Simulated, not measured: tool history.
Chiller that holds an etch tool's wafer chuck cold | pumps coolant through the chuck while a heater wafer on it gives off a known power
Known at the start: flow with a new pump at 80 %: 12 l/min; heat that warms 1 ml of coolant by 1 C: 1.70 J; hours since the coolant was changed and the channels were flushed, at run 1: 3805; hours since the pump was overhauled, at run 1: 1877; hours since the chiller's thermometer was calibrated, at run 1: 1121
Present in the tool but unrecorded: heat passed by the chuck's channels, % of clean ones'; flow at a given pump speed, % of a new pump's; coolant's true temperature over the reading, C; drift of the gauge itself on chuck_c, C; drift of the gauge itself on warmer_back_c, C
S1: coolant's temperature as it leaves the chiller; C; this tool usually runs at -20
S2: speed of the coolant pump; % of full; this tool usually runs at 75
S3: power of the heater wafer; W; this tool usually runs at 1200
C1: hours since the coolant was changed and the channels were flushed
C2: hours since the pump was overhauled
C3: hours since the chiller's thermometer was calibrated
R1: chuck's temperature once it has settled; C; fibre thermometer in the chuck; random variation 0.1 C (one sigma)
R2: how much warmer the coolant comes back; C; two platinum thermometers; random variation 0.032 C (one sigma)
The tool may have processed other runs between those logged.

run 1 hour=0.0 | S1=-20 S2=75 S3=1200 | C1=3805 C2=1877 C3=1121 | R1=-8.6 R2=3.96
run 2 hour=43.2 | S1=-20 S2=75 S3=1200 | C1=3848 C2=1920 C3=1164 | R1=-8.5 R2=3.99
-- hour=75.5 coolant changed, channels flushed
run 3 hour=96.1 | S1=-20 S2=75 S3=1200 | C1=21 C2=1967 C3=1211 | R1=-10.3 R2=4.00
run 4 hour=120.1 | S1=-20 S2=75 S3=1200 | C1=45 C2=1991 C3=1235 | R1=-10.2 R2=3.91
run 5 hour=145.0 | S1=-20 S2=75 S3=1200 | C1=70 C2=2016 C3=1260 | R1=-10.4 R2=3.92
run 6 hour=179.2 | S1=-20 S2=75 S3=1200 | C1=104 C2=2050 C3=1294 | R1=-10.3 R2=3.90
run 7 hour=209.9 | S1=-16 S2=75 S3=638 | C1=134 C2=2081 C3=1325 | R1=-10.8 R2=2.11
run 8 hour=246.1 | S1=-20 S2=67 S3=1698 | C1=171 C2=2117 C3=1361 | R1=-5.1 R2=6.33
-- hour=254.2 coolant pump overhauled
run 9 hour=290.8 | S1=-11 S2=75 S3=1200 | C1=210 C2=37 C3=1401 | R1=-1.1 R2=4.05
run 10 hour=341.7 | S1=-12 S2=77 S3=1023 | C1=261 C2=88 C3=1452 | R1=-3.6 R2=3.37
run 11 hour=364.4 | S1=-17 S2=97 S3=1582 | C1=284 C2=110 C3=1474 | R1=-6.0 R2=4.09
run 12 hour=409.4 | S1=-17 S2=87 S3=1582 | C1=329 C2=155 C3=1519 | R1=-5.1 R2=4.57

Below are 4 alternative next runs, each starting from the tool's condition after run 12. Predict each:
run A hour=459.8 | S1=-26 S2=82 S3=1200 | C1=379 C2=206 C3=1570 | R1=? R2=?
run B hour=459.8 | S1=-20 S2=88 S3=995 | C1=379 C2=206 C3=1570 | R1=? R2=?
run C hour=459.8 | S1=-17 S2=97 S3=756 | C1=379 C2=206 C3=1570 | R1=? R2=?
run D hour=459.8 | S1=-30 S2=77 S3=875 | C1=379 C2=206 C3=1570 | R1=? R2=?

run=A R1=-16.6 R2=3.68
run=B R1=-12.4 R2=2.82
run=C R1=-11.7 R2=1.89
run=D R1=-22.8 R2=2.83
The same runs, with their run-to-run variation unchanged, on a tool lacking any hidden condition would have given:
run=A R1=-17.4 R2=3.42
run=B R1=-13.1 R2=2.62
run=C R1=-12.2 R2=1.75
run=D R1=-23.5 R2=2.62
